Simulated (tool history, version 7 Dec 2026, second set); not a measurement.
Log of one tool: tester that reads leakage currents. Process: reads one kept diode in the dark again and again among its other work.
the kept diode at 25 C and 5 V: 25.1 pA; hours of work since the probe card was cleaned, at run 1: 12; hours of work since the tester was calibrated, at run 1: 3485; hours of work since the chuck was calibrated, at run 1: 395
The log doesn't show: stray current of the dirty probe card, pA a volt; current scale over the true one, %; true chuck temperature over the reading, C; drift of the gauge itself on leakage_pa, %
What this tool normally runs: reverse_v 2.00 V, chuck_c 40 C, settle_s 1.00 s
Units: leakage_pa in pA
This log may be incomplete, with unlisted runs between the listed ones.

run    hour  reverse_v  chuck_c  settle_s  hours of work since the probe card was cleaned  hours of work since the tester was calibrated  hours of work since the chuck was calibrated  leakage_pa
  1     0.0       2.00       40      1.00                                              12                                           3485                                           395       56.94
  2   119.0       2.00       40      1.00                                              76                                           3549                                           460       56.96
      223.9  -- chuck's temperature calibrated
  3   251.8       2.00       40      1.87                                             147                                           3620                                            15       54.88
  4   423.3       2.00       40      1.00                                             239                                           3712                                           107       55.51
      456.0  -- tester calibrated
  5   629.8       2.00       40      1.00                                             349                                             94                                           218       54.43
  6   755.3       2.00       40      1.00                                             417                                            161                                           285       55.22
  7   906.7       2.00       40      1.00                                             498                                            243                                           367       54.99
  8  1135.3       4.12       40      1.00                                             622                                            366                                           490       80.20
     1186.1  -- chuck's temperature calibrated
  9  1286.2       2.00       40      1.00                                             702                                            446                                            54       54.85
 10  1482.8       2.00       40      0.47                                             808                                            552                                           160       55.51
 11  1709.6       2.00       40      0.47                                             930                                            674                                           282       56.13
 12  1863.9       2.00       40      1.00                                            1013                                            757                                           365       56.54
 13  2060.6       2.00       40      1.00                                            1119                                            863                                           471       57.01
     2154.5  -- chuck's temperature calibrated
 14  2170.6       2.00       40      1.00                                            1177                                            922                                             9       54.38
 15  2377.5       8.92       40      1.00                                            1289                                           1033                                           120      117.86
 16  2579.9       2.00       40      1.06                                            1398                                           1142                                           229       55.91
 17  2673.9       2.00       40      1.06                                            1448                                           1193                                           280       56.02
 18  2898.1       2.00       40      1.00                                            1569                                           1314                                           401       56.66
     3110.9  -- chuck's temperature calibrated
 19  3114.9       2.00       40      1.00                                            1685                                           1429                                             2       55.17
 20  3211.8       2.00       40      1.00                                            1737                                           1482                                            54       55.22
 21  3373.4       2.00       40      1.00                                            1824                                           1569                                           141       55.71
 22  3531.4      11.47       40      1.00                                            1909                                           1654                                           227      138.32
 23  3716.7      11.47       40      1.00                                            2009                                           1754                                           326      139.20
 24  3871.1      11.47       40      1.00                                            2092                                           1837                                           410      140.86
 25  4002.6       2.00       26      5.32                                            2163                                           1908                                           480       19.78
     4070.4  -- chuck's temperature calibrated
 26  4151.1       2.00       40      0.69                                            2242                                           1987                                            43       55.30
 27  4270.4       1.23       38      1.00                                            2307                                           2051                                           108       37.41
 28  4399.4       1.23       38      1.00                                            2376                                           2120                                           177       37.79
 29  4499.6       1.23       38      1.00                                            2430                                           2174                                           231       38.09
 30  4661.8       1.23       38      1.00                                            2517                                           2262                                           319       38.35
 31  4870.2       4.82       47      0.34                                            2630                                           2374                                           431      150.35
     5038.4  -- chuck's temperature calibrated
 32  5044.7       4.82       47      0.34                                            2723                                           2467                                             3      147.30
 33  5252.3       5.11       42      0.39                                            2834                                           2579                                           115      106.91
 34  5482.9       2.00       30      1.44                                            2959                                           2703                                           239       26.82
 35  5696.4       2.00       54      0.74                                            3074                                           2818                                           355      157.11
 36  5838.6      19.68       51      5.26                                            3150                                           2895                                           431      410.18
     6003.8  -- chuck's temperature calibrated
 37  6056.5      19.68       51      5.26                                            3267                                           3011                                            28      396.83
 38  6275.5      19.68       51      5.26                                            3385                                           3129                                           146      400.52
 39  6457.4      19.68       43      8.76                                            3483                                           3227                                           244      235.09

What if the next run were any one of these 4? Each begins from the tool's condition after run 39:
     6599.1  -- probe card cleaned and baked
  A  6642.0      19.79       43      8.76                                              23                                           3325                                           342           ?
     6599.1  -- probe card cleaned and baked
  B  6642.0       2.00       40      0.34                                              23                                           3325                                           342           ?
     6599.1  -- probe card cleaned and baked
  C  6642.0       4.80       24      0.41                                              23                                           3325                                           342           ?
     6599.1  -- probe card cleaned and baked
  D  6642.0       2.53       44      8.76                                              23                                           3325                                           342           ?

run  leakage_pa
  A      216.83
  B       56.16
  C       24.64
  D       84.50
Take away the tool's hidden state, keep each run's random variation, and the runs would have read:
run  leakage_pa
  A      208.46
  B       54.04
  C       23.61
  D       81.34

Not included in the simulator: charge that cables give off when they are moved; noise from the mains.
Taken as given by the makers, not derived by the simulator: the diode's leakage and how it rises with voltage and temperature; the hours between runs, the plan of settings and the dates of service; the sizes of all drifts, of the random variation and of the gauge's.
